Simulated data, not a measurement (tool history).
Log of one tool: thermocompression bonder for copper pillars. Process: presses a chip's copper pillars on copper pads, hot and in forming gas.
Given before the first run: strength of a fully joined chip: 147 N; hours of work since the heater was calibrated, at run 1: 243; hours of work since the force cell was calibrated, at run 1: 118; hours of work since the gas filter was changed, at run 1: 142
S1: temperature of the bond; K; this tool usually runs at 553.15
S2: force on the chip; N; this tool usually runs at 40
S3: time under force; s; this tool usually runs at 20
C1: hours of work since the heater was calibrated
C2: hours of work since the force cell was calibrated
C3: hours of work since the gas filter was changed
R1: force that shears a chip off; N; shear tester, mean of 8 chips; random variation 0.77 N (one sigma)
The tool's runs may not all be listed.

run    day      S1  S2  S3   C1   C2   C3     R1
  1  0.000  553.15  40  20  243  118  142  104.5
  2  0.204  553.15  40  20  246  120  145  105.1
  3  0.388  581.15  40  20  249  123  148  129.1
  4  0.812  553.15  40  20  255  129  154  104.6
  5  1.208  553.15  40  20  260  134  159  103.3
  6  1.438  553.15  32  20  264  138  162   95.5
  7  1.892  553.15  32  20  270  144  169   95.1
  8  2.158  553.15  32  20  274  148  172   94.5
  9  2.383  553.15  32  20  277  151  176   94.9
 10  2.758  553.15  30  20  282  156  181   92.2
 11  3.196  553.15  30  20  288  162  187   92.1
 12  3.558  553.15  30  20  293  167  192   93.0
 13  3.762  553.15  30  20  296  170  195   92.6
 14  4.150  553.15  40  20  301  175  200  106.1
 15  4.371  542.15  40  20  304  178  203   93.7
 16  4.667  539.15  40  20  309  183  207   88.9
 17  4.875  573.15  40  20  311  185  210  123.8
 18  5.146  573.15  40  20  315  189  214  122.7
 19  5.550  573.15  40  20  321  195  220  122.5
 20  5.879  553.15  40  22  325  199  224  107.2
 21  6.142  553.15  40  22  329  203  228  106.6
 22  6.417  530.15  27  20  333  207  232   63.2
     6.642  -- forming gas filter changed
 23  6.696  529.15  30  20  337  211    1   66.5
 24  7.092  532.15  25  20  342  216    6   62.9
 25  7.392  532.15  25  20  346  220   10   62.5
 26  7.704  532.15  25  20  351  225   15   63.0
 27  7.896  532.15  38  20  353  227   17   80.3

Run 28, settings as shown, results not yet in. Your forecast:
 28  8.125  533.15  26  31  356  230  21   ?

R1: 76.6 N
Minus the tool's unlogged condition, the same run would have read R1 76.7 N.

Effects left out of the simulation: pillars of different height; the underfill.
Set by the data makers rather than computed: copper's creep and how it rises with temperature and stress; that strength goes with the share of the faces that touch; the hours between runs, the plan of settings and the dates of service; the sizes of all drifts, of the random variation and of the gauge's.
